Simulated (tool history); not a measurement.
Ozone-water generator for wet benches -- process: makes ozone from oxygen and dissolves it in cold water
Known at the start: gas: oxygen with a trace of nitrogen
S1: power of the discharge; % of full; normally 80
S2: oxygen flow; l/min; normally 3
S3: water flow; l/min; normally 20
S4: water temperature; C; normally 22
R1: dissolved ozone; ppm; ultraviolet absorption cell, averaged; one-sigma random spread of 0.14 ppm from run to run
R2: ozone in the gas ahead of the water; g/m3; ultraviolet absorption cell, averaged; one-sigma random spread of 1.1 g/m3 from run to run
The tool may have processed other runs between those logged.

| run | hour | S1 | S2 | S3 | S4 | R1 | R2 |
|---|---|---|---|---|---|---|---|
| 1 | 0 | 80 | 3 | 20 | 22 | 14.7 | 190.9 |
| 2 | 46.2 | 80 | 3 | 20 | 22 | 15.1 | 191.6 |
| 3 | 88.9 | 80 | 3 | 20 | 22 | 14.6 | 192.6 |
| 4 | 171.6 | 80 | 3 | 20 | 22 | 15 | 191 |
| 5 | 240.1 | 80 | 3 | 20 | 22 | 15.2 | 193.4 |
| 6 | 290.6 | 80 | 3 | 20 | 22 | 14.9 | 191.7 |
| 7 | 349.2 | 73 | 3 | 20 | 22 | 13.8 | 179 |
| 8 | 410 | 73 | 3 | 20 | 22 | 13.9 | 174.9 |
| 9 | 472.4 | 73 | 3 | 20 | 22 | 13.6 | 176.5 |
|  | 479 | water thermometer calibrated |
| 10 | 507.8 | 73 | 3 | 20 | 22 | 13.7 | 174.1 |
| 11 | 542.4 | 78 | 3 | 20 | 22 | 14.8 | 187 |
| 12 | 622.3 | 80 | 3 | 20 | 22 | 14.9 | 190.3 |
| 13 | 678.3 | 80 | 3 | 20 | 22 | 15.1 | 190.7 |
| 14 | 724.3 | 80 | 3 | 20 | 20 | 15.2 | 189.8 |
|  | 744.4 | water thermometer calibrated, once more |
|  | 772.7 | contactor cleaned |
| 15 | 780.1 | 80 | 3 | 20 | 24 | 15 | 189.9 |
| 16 | 845.8 | 79 | 3 | 20 | 22 | 15 | 187.4 |
| 17 | 905.2 | 79 | 4.91 | 20 | 22 | 16.2 | 149.7 |
| 18 | 940.3 | 46 | 3 | 20 | 22 | 9.8 | 118.7 |
| 19 | 1012.5 | 80 | 4.22 | 25 | 22 | 13.4 | 164.4 |
| 20 | 1094.2 | 80 | 4.54 | 20 | 22 | 16.3 | 157.3 |
| 21 | 1130.4 | 80 | 4.54 | 20 | 22 | 16.2 | 156.3 |
| 22 | 1175.3 | 80 | 4.54 | 20 | 22 | 16.3 | 160.8 |
| 23 | 1258.2 | 55 | 4.54 | 13 | 22 | 16.1 | 114.5 |
| 24 | 1300.2 | 80 | 4.93 | 15 | 15 | 22.6 | 152.9 |
| 25 | 1349.1 | 80 | 3.51 | 14 | 22 | 20.6 | 174 |
| 26 | 1405.4 | 80 | 2.6 | 14 | 14 | 22 | 199.1 |
| 27 | 1467.6 | 81 | 2.27 | 14 | 23 | 19.2 | 213.3 |
| 28 | 1528.7 | 81 | 3.01 | 14 | 23 | 20.4 | 186.2 |
| 29 | 1592.1 | 76 | 1.63 | 13 | 20 | 18.7 | 230.2 |
| 30 | 1677.2 | 76 | 1.83 | 13 | 20 | 19.1 | 221.3 |
| 31 | 1751.8 | 76 | 1.83 | 13 | 20 | 19.3 | 221 |
| 32 | 1833.9 | 76 | 1.83 | 13 | 20 | 19.2 | 217.6 |
| 33 | 1892.6 | 50 | 1.83 | 13 | 20 | 13.4 | 153.2 |

Expected results for the next run?
| 34 | 1955.8 | 50 | 1.83 | 13 | 20 | ? | ? |

{"run 34": {"R1": 13.3, "R2": 154.2}}
Had the tool carried no hidden state, the very same run would have given R1 13.6 ppm, R2 157.5 g/m3.

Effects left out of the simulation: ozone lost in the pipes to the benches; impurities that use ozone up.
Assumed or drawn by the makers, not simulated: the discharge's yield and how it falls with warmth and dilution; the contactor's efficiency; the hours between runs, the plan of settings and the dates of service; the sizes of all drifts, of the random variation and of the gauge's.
